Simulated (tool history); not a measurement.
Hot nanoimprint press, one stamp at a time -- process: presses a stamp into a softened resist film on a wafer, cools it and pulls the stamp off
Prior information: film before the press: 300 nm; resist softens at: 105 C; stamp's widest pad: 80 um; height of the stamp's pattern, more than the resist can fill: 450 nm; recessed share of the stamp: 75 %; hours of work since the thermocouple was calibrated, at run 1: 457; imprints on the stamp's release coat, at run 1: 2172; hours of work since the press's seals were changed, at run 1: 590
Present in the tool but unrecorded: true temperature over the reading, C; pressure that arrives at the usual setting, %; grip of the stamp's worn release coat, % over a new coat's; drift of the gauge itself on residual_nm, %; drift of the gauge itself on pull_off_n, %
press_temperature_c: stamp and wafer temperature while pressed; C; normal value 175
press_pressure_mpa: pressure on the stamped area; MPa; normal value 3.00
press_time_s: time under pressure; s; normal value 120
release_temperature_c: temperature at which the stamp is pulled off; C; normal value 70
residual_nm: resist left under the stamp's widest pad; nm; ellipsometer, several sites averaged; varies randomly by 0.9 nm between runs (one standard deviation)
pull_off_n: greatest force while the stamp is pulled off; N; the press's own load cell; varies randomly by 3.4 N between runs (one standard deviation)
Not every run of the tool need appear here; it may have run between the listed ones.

run   hour  press_temperature_c  press_pressure_mpa  press_time_s  release_temperature_c  hours of work since the thermocouple was calibrated  imprints on the stamp's release coat  hours of work since the press's seals were changed  residual_nm  pull_off_n
  1    0.0                  175                3.00           120                     70                                                  457                                  2172                                                 590        160.4         160
      70.0  -- stamp cleaned and given a new release coat
  2   70.0                  175                2.41           120                     70                                                  506                                     0                                                 639        174.7         166
     101.9  -- plate thermocouple calibrated
  3  119.0                  175                2.41           120                     70                                                   13                                   167                                                 674        176.5         164
  4  161.5                  175                2.85           120                     70                                                   46                                   322                                                 707        163.3         162
  5  233.1                  175                3.00           120                     70                                                  100                                   581                                                 761        160.4         162
  6  268.2                  175                3.00           120                     70                                                  127                                   709                                                 788        161.5         165
  7  310.5                  175                3.00           120                     70                                                  159                                   862                                                 820        160.9         165
  8  388.4                  175                3.00           120                     70                                                  219                                  1145                                                 880        160.7         164
  9  429.9                  172                3.00           120                     70                                                  251                                  1296                                                 912        175.6         169
 10  470.1                  172                3.00           120                     70                                                  281                                  1442                                                 942        175.5         167
 11  514.6                  184                4.30           147                     67                                                  315                                  1603                                                 976         93.7         170
 12  574.8                  184                4.30           147                     67                                                  362                                  1822                                                1022         93.0         174
 13  648.0                  184                4.30           147                     71                                                  418                                  2088                                                1078         93.9         165
 14  693.2                  170                1.89           167                     70                                                  452                                  2252                                                1113        198.2         164
     741.6  -- stamp cleaned and given a new release coat
 15  764.7                  175                3.00           184                     70                                                  502                                    84                                                1163        137.7         160
     798.2  -- plate thermocouple calibrated
 16  835.1                  175                3.50           184                     77                                                   28                                   328                                                1215        128.5         140

Branching from run 16: 5 alternative next runs. What would each branch give?
  A  902.4                  175                3.00            90                     56                                                   80                                   573                                                1266            ?           ?
  B  902.4                  175                3.16           184                     77                                                   80                                   573                                                1266            ?           ?
  C  902.4                  175                2.65           184                     77                                                   80                                   573                                                1266            ?           ?
  D  902.4                  169                2.66           184                     61                                                   80                                   573                                                1266            ?           ?
  E  902.4                  175                3.50           184                     75                                                   80                                   573                                                1266            ?           ?

run  residual_nm  pull_off_n
  A        175.9         209
  B        134.2         137
  C        145.8         139
  D        176.9         193
  E        129.8         151
With the hidden condition removed and each run's random variation left untouched, the same runs would have given:
run  residual_nm  pull_off_n
  A        175.8         208
  B        134.0         137
  C        145.6         138
  D        176.7         192
  E        129.6         150

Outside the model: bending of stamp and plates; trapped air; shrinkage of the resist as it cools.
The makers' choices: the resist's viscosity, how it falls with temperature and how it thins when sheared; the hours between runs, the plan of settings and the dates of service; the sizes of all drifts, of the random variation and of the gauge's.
